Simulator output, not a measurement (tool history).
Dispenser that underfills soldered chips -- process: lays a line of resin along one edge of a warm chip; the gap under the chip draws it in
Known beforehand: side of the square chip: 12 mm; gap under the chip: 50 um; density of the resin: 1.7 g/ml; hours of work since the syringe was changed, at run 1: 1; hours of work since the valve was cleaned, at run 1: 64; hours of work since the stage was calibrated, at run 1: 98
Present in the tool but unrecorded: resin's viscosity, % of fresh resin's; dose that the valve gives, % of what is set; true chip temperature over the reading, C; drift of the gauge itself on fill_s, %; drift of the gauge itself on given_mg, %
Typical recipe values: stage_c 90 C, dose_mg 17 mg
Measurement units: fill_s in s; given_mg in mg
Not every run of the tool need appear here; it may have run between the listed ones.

run,hour,stage_c,dose_mg,hours of work since the syringe was changed,hours of work since the valve was cleaned,hours of work since the stage was calibrated,fill_s,given_mg
1,0,90,17,1,64,98,126.9,16.15
2,4.9,90,17,5,67,101,165.6,15.98
# hour 8.9: dispensing valve cleaned and set on the balance
# hour 9.9: new syringe of resin
3,10.1,90,17,0,1,104,118.1,17.11
4,15.3,78,17,4,4,108,224.5,16.9
5,19.1,90,15.1,6,7,110,197.6,14.98
# hour 20.7: new syringe of resin
6,21.5,102,17,1,8,112,85.9,16.81
7,25.9,90,17,4,12,115,151.5,16.8
8,28.1,90,17,5,13,116,170.4,16.81
# hour 31.5: new syringe of resin
9,31.5,90,17,0,15,118,119.7,16.74
10,36,90,17,3,18,122,151.7,16.73
11,40.1,94,17,6,21,125,172.4,16.8
# hour 42.2: new syringe of resin
12,43.8,90,17,1,24,127,128.2,16.78
13,47.1,90,17,3,26,129,151.8,16.76
14,49.6,90,17,5,28,131,170.7,16.68
15,52.2,90,17,7,30,133,197.4,16.56
# hour 52.9: new syringe of resin
16,56.4,90,17,2,32,136,140.5,16.62
17,60.4,102,17,5,35,138,127.4,16.55
18,62.6,102,17,7,37,140,143.6,16.54
# hour 63.8: new syringe of resin
19,67,101,19.2,2,40,143,101.6,18.54
20,71.4,85,15,5,43,146,217.1,14.44
# hour 74.5: new syringe of resin
21,75.4,85,15,1,45,149,151.4,14.38
22,78.8,86,19.9,3,48,151,166.2,19.03
23,83.8,78,15.1,6,51,154,290,14.34
# hour 85.5: new syringe of resin
24,87.4,78,15.1,1,53,157,191.5,14.33
25,91.1,85,14.9,4,56,159,193.4,14.3
# hour 96.1: new syringe of resin
26,96.2,103,15.8,0,59,163,87.2,15.02
27,99.2,103,15.8,2,62,165,101.4,14.92
28,102,80,15.8,4,64,167,223.9,14.92
29,106.3,93,16.5,7,67,170,191.9,15.56
# hour 107.1: new syringe of resin
# hour 111.7: dispensing valve cleaned and set on the balance
30,112.4,76,17.4,3,0,173,225.4,17.34
31,116.9,90,15.2,6,4,176,195.8,15.12
# hour 118.6: new syringe of resin
32,121.6,78,17,2,7,179,199.8,16.97
33,124.6,87,17.2,4,9,182,172.3,17.05
34,127.7,102,21.7,6,11,184,133.4,21.53

Consider 4 possible next runs. They are alternatives, not a sequence: every one starts from the tool as it was left by run 34. What does each give?
# hour 129.2: new syringe of resin
A,131.4,94,18.3,2,13,186,?,?
# hour 129.2: new syringe of resin
B,131.4,102,17.2,2,13,186,?,?
# hour 129.2: new syringe of resin
C,131.4,90,14.6,2,13,186,?,?
# hour 129.2: new syringe of resin
D,131.4,96,21.5,2,13,186,?,?

run,fill_s,given_mg
A,116,17.95
B,96.1,16.89
C,138.2,14.4
D,106.9,21.25
The same runs, with their run-to-run variation unchanged, on a tool lacking any hidden condition would have given:
run,fill_s,given_mg
A,102.6,18.2
B,85,17.13
C,121.9,14.6
D,94.7,21.55
